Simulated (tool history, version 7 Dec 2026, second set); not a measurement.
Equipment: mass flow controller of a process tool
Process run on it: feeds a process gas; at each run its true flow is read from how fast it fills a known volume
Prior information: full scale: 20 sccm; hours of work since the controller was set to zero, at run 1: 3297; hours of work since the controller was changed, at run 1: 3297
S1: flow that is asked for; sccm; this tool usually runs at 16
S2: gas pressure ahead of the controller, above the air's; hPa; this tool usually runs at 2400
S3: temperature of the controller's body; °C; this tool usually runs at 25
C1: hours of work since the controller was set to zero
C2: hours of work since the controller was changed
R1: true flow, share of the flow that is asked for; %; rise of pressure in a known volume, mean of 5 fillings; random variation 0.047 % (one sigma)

{"run": 1, "hour": 0.0, "S1": 16, "S2": 2400, "S3": 25, "C1": 3297, "C2": 3297, "R1": 99.51}
{"run": 2, "hour": 351.4, "S1": 16, "S2": 2400, "S3": 25, "C1": 3502, "C2": 3502, "R1": 99.57}
{"run": 3, "hour": 722.3, "S1": 16, "S2": 2400, "S3": 25, "C1": 3718, "C2": 3718, "R1": 99.58}
{"run": 4, "hour": 1012.1, "S1": 16, "S2": 2400, "S3": 25, "C1": 3887, "C2": 3887, "R1": 99.5}
{"run": 5, "hour": 1240.7, "S1": 16, "S2": 2400, "S3": 30, "C1": 4021, "C2": 4021, "R1": 98.99}
{"run": 6, "hour": 1569.3, "S1": 16, "S2": 2400, "S3": 30, "C1": 4212, "C2": 4212, "R1": 98.91}
{"run": 7, "hour": 1933.7, "S1": 16, "S2": 2400, "S3": 25, "C1": 4425, "C2": 4425, "R1": 99.53}
{"run": 8, "hour": 2206.1, "S1": 16, "S2": 2400, "S3": 25, "C1": 4584, "C2": 4584, "R1": 99.47}
{"run": 9, "hour": 2480.4, "S1": 16, "S2": 2010, "S3": 25, "C1": 4744, "C2": 4744, "R1": 99.44}
{"run": 10, "hour": 2672.2, "S1": 16, "S2": 2400, "S3": 25, "C1": 4856, "C2": 4856, "R1": 99.46}
{"run": 11, "hour": 2955.1, "S1": 16, "S2": 2400, "S3": 25, "C1": 5021, "C2": 5021, "R1": 99.43}
{"run": 12, "hour": 3317.4, "S1": 16, "S2": 2400, "S3": 25, "C1": 5232, "C2": 5232, "R1": 99.3}
{"run": 13, "hour": 3697.1, "S1": 16, "S2": 2400, "S3": 35, "C1": 5454, "C2": 5454, "R1": 98.21}
{"run": 14, "hour": 4097.6, "S1": 16, "S2": 2400, "S3": 35, "C1": 5687, "C2": 5687, "R1": 98.19}
{"run": 15, "hour": 4541.8, "S1": 16, "S2": 2400, "S3": 35, "C1": 5946, "C2": 5946, "R1": 98.18}
{"run": 16, "hour": 4996.6, "S1": 16, "S2": 2400, "S3": 25, "C1": 6212, "C2": 6212, "R1": 99.35}
{"run": 17, "hour": 5345.0, "S1": 5, "S2": 2400, "S3": 25, "C1": 6415, "C2": 6415, "R1": 95.95}
{"run": 18, "hour": 5536.8, "S1": 5, "S2": 2400, "S3": 25, "C1": 6527, "C2": 6527, "R1": 95.88}
{"run": 19, "hour": 5761.7, "S1": 5, "S2": 2400, "S3": 25, "C1": 6658, "C2": 6658, "R1": 95.77}
{"run": 20, "hour": 6070.3, "S1": 5, "S2": 2400, "S3": 30, "C1": 6838, "C2": 6838, "R1": 95.16}
{"run": 21, "hour": 6410.7, "S1": 5, "S2": 2400, "S3": 30, "C1": 7037, "C2": 7037, "R1": 95.02}
{"run": 22, "hour": 6609.2, "S1": 5, "S2": 2400, "S3": 30, "C1": 7152, "C2": 7152, "R1": 94.93}
{"run": 23, "hour": 7055.0, "S1": 5, "S2": 2400, "S3": 30, "C1": 7412, "C2": 7412, "R1": 94.85}
{"hour": 7397.4, "done": "controller's zero set anew"}
{"run": 24, "hour": 7511.8, "S1": 16, "S2": 2420, "S3": 25, "C1": 67, "C2": 7679, "R1": 100.63}
{"run": 25, "hour": 7944.3, "S1": 5, "S2": 1900, "S3": 25, "C1": 319, "C2": 7931, "R1": 100.37}
{"run": 26, "hour": 8243.8, "S1": 16, "S2": 1960, "S3": 27, "C1": 494, "C2": 8106, "R1": 100.56}
{"run": 27, "hour": 8572.2, "S1": 16, "S2": 1960, "S3": 27, "C1": 685, "C2": 8297, "R1": 100.51}
{"run": 28, "hour": 8978.8, "S1": 5, "S2": 2000, "S3": 30, "C1": 922, "C2": 8534, "R1": 99.46}
{"run": 29, "hour": 9272.2, "S1": 20, "S2": 2020, "S3": 25, "C1": 1094, "C2": 8706, "R1": 100.85}
{"run": 30, "hour": 9610.7, "S1": 3, "S2": 2780, "S3": 33, "C1": 1291, "C2": 8903, "R1": 98.1}
{"run": 31, "hour": 9856.2, "S1": 16, "S2": 1490, "S3": 23, "C1": 1434, "C2": 9046, "R1": 100.91}
{"run": 32, "hour": 10227.7, "S1": 3, "S2": 1710, "S3": 25, "C1": 1651, "C2": 9263, "R1": 98.73}
{"run": 33, "hour": 10606.0, "S1": 3, "S2": 1710, "S3": 25, "C1": 1872, "C2": 9484, "R1": 98.64}
{"run": 34, "hour": 11007.5, "S1": 9, "S2": 1810, "S3": 24, "C1": 2106, "C2": 9718, "R1": 100.18}
{"run": 35, "hour": 11278.5, "S1": 9, "S2": 1810, "S3": 24, "C1": 2264, "C2": 9876, "R1": 100.15}
{"run": 36, "hour": 11707.2, "S1": 9, "S2": 1810, "S3": 24, "C1": 2514, "C2": 10126, "R1": 100.12}
{"run": 37, "hour": 12047.8, "S1": 5, "S2": 2430, "S3": 39, "C1": 2713, "C2": 10325, "R1": 97.33}
{"run": 38, "hour": 12449.6, "S1": 5, "S2": 2430, "S3": 39, "C1": 2947, "C2": 10559, "R1": 97.28}
{"run": 39, "hour": 12778.5, "S1": 4, "S2": 2660, "S3": 25, "C1": 3139, "C2": 10751, "R1": 98.09}
{"run": 40, "hour": 13000.8, "S1": 4, "S2": 2660, "S3": 25, "C1": 3269, "C2": 10881, "R1": 98.01}
{"run": 41, "hour": 13217.2, "S1": 16, "S2": 1460, "S3": 25, "C1": 3395, "C2": 11007, "R1": 100.52}
{"run": 42, "hour": 13646.6, "S1": 5, "S2": 1460, "S3": 39, "C1": 3645, "C2": 11257, "R1": 96.94}
{"run": 43, "hour": 14036.5, "S1": 5, "S2": 1460, "S3": 39, "C1": 3873, "C2": 11485, "R1": 96.74}
{"run": 44, "hour": 14269.1, "S1": 5, "S2": 1460, "S3": 39, "C1": 4009, "C2": 11621, "R1": 96.71}
{"run": 45, "hour": 14597.4, "S1": 4, "S2": 2640, "S3": 21, "C1": 4200, "C2": 11812, "R1": 97.73}
{"run": 46, "hour": 14835.0, "S1": 4, "S2": 2560, "S3": 37, "C1": 4339, "C2": 11951, "R1": 95.91}

Selected run-to-run steps in R1, each split into two signed amounts: the part the tool would show with no hidden state at all (from settings, incoming material and random variation), and the remainder, which goes to the hidden state together with any gauge scatter not common to the measured and the hidden-state-free results:
The tool's hidden condition here consists of: flow at rest that the sensor doesn't see, % of full scale; true flow over the shown one, %; drift of the gauge itself on true_pct, %.
Run 16 -> 17: S1 16 -> 5. R1 -3.4 %: hidden state -3.01, all else -0.39.
Run 23 -> 24: S1 5 -> 16, S2 2400 -> 2420, S3 30 -> 25, controller's zero set anew. R1 +5.78 %: hidden state +5.02, all else +0.76.
Run 40 -> 41: S1 4 -> 16, S2 2660 -> 1460. R1 +2.51 %: hidden state +2.04, all else +0.47.
Run 41 -> 42: S1 16 -> 5, S3 25 -> 39. R1 -3.58 %: hidden state -1.71, all else -1.87.

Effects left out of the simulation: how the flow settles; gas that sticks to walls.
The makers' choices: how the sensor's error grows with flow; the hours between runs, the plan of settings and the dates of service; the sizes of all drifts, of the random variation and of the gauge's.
